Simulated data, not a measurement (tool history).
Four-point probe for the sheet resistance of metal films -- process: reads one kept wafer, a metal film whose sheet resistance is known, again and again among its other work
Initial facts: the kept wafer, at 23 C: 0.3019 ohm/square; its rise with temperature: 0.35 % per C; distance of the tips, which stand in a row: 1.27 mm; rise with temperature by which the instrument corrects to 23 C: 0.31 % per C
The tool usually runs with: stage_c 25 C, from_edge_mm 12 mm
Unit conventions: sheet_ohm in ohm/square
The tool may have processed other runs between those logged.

run 1 day=0 | stage_c=25 from_edge_mm=12 | sheet_ohm=0.303922
run 2 day=1.604 | stage_c=25 from_edge_mm=12 | sheet_ohm=0.303866
-- day=2.667 stage's thermometer calibrated
run 3 day=3.35 | stage_c=25 from_edge_mm=54 | sheet_ohm=0.30205
run 4 day=4.979 | stage_c=25 from_edge_mm=12 | sheet_ohm=0.303826
run 5 day=6.85 | stage_c=25 from_edge_mm=12 | sheet_ohm=0.303776
run 6 day=8.483 | stage_c=25 from_edge_mm=57 | sheet_ohm=0.302083
-- day=8.708 stage's thermometer calibrated, once more
run 7 day=9.85 | stage_c=25 from_edge_mm=12 | sheet_ohm=0.304214
run 8 day=11.362 | stage_c=25 from_edge_mm=12 | sheet_ohm=0.304211
run 9 day=13.862 | stage_c=25 from_edge_mm=3 | sheet_ohm=0.328752
run 10 day=14.971 | stage_c=25 from_edge_mm=9 | sheet_ohm=0.305505
run 11 day=17.429 | stage_c=25 from_edge_mm=9 | sheet_ohm=0.305691
run 12 day=19.054 | stage_c=25 from_edge_mm=9 | sheet_ohm=0.30565
run 13 day=20.558 | stage_c=25 from_edge_mm=9 | sheet_ohm=0.305516
run 14 day=22.504 | stage_c=25 from_edge_mm=9 | sheet_ohm=0.305645
run 15 day=24.692 | stage_c=25 from_edge_mm=19 | sheet_ohm=0.303084
run 16 day=27.125 | stage_c=25 from_edge_mm=19 | sheet_ohm=0.303168
run 17 day=29.346 | stage_c=25 from_edge_mm=19 | sheet_ohm=0.303159
run 18 day=31.333 | stage_c=25 from_edge_mm=19 | sheet_ohm=0.303144
run 19 day=33.929 | stage_c=25 from_edge_mm=12 | sheet_ohm=0.304145
run 20 day=36.333 | stage_c=26 from_edge_mm=12 | sheet_ohm=0.304279
run 21 day=38.933 | stage_c=26 from_edge_mm=12 | sheet_ohm=0.304324
run 22 day=40.521 | stage_c=26 from_edge_mm=12 | sheet_ohm=0.304463
run 23 day=42.558 | stage_c=18 from_edge_mm=4 | sheet_ohm=0.317055
run 24 day=43.996 | stage_c=30 from_edge_mm=30 | sheet_ohm=0.303263
run 25 day=46.108 | stage_c=30 from_edge_mm=45 | sheet_ohm=0.303131
run 26 day=47.433 | stage_c=32 from_edge_mm=30 | sheet_ohm=0.303403
run 27 day=49.738 | stage_c=21 from_edge_mm=14 | sheet_ohm=0.303372
run 28 day=50.958 | stage_c=29 from_edge_mm=14 | sheet_ohm=0.304252
run 29 day=53.396 | stage_c=25 from_edge_mm=4 | sheet_ohm=0.317953
run 30 day=55.946 | stage_c=25 from_edge_mm=4 | sheet_ohm=0.317918
run 31 day=57.333 | stage_c=25 from_edge_mm=4 | sheet_ohm=0.318067
run 32 day=58.696 | stage_c=25 from_edge_mm=5 | sheet_ohm=0.312554
run 33 day=60.646 | stage_c=25 from_edge_mm=10 | sheet_ohm=0.304996
run 34 day=63.125 | stage_c=19 from_edge_mm=3 | sheet_ohm=0.328112
run 35 day=64.512 | stage_c=33 from_edge_mm=12 | sheet_ohm=0.305226
run 36 day=67.146 | stage_c=33 from_edge_mm=12 | sheet_ohm=0.305208
run 37 day=68.383 | stage_c=24 from_edge_mm=8 | sheet_ohm=0.306309
run 38 day=71.021 | stage_c=20 from_edge_mm=67 | sheet_ohm=0.301972
run 39 day=72.821 | stage_c=27 from_edge_mm=65 | sheet_ohm=0.302636
run 40 day=75.408 | stage_c=27 from_edge_mm=65 | sheet_ohm=0.302745
run 41 day=77.329 | stage_c=29 from_edge_mm=16 | sheet_ohm=0.303937
run 42 day=78.412 | stage_c=29 from_edge_mm=16 | sheet_ohm=0.303918
run 43 day=80.396 | stage_c=24 from_edge_mm=3 | sheet_ohm=0.328819
run 44 day=82.338 | stage_c=33 from_edge_mm=34 | sheet_ohm=0.303555

Measured less the same run without the tool's hidden state. The same run-to-run variation is in both; the gauge's scatter may not be:
What the log doesn't record here: inner tips' distance over the nominal, %; tips' flats over new ones', %; wafer's true temperature over the reading, C; drift of the gauge itself on sheet_ohm, %.
run=1 sheet_ohm=-0.000112
run=2 sheet_ohm=-0.000109
run=3 sheet_ohm=-0.00019
run=4 sheet_ohm=-0.000188
run=5 sheet_ohm=-0.000184
run=6 sheet_ohm=-0.000179
run=7 sheet_ohm=+0.000218
run=8 sheet_ohm=+0.000221
run=9 sheet_ohm=+0.000244
run=10 sheet_ohm=+0.000232
run=11 sheet_ohm=+0.000238
run=12 sheet_ohm=+0.000241
run=13 sheet_ohm=+0.000244
run=14 sheet_ohm=+0.000249
run=15 sheet_ohm=+0.000252
run=16 sheet_ohm=+0.000258
run=17 sheet_ohm=+0.000263
run=18 sheet_ohm=+0.000268
run=19 sheet_ohm=+0.000274
run=20 sheet_ohm=+0.000279
run=21 sheet_ohm=+0.000285
run=22 sheet_ohm=+0.000288
run=23 sheet_ohm=+0.000303
run=24 sheet_ohm=+0.000294
run=25 sheet_ohm=+0.000299
run=26 sheet_ohm=+0.000303
run=27 sheet_ohm=+0.000308
run=28 sheet_ohm=+0.000313
run=29 sheet_ohm=+0.000331
run=30 sheet_ohm=+0.000336
run=31 sheet_ohm=+0.000339
run=32 sheet_ohm=+0.000337
run=33 sheet_ohm=+0.000333
run=34 sheet_ohm=+0.00036
run=35 sheet_ohm=+0.000344
run=36 sheet_ohm=+0.000349
run=37 sheet_ohm=+0.000352
run=38 sheet_ohm=+0.000353
run=39 sheet_ohm=+0.00036
run=40 sheet_ohm=+0.000367
run=41 sheet_ohm=+0.000372
run=42 sheet_ohm=+0.000374
run=43 sheet_ohm=+0.000406
run=44 sheet_ohm=+0.000386
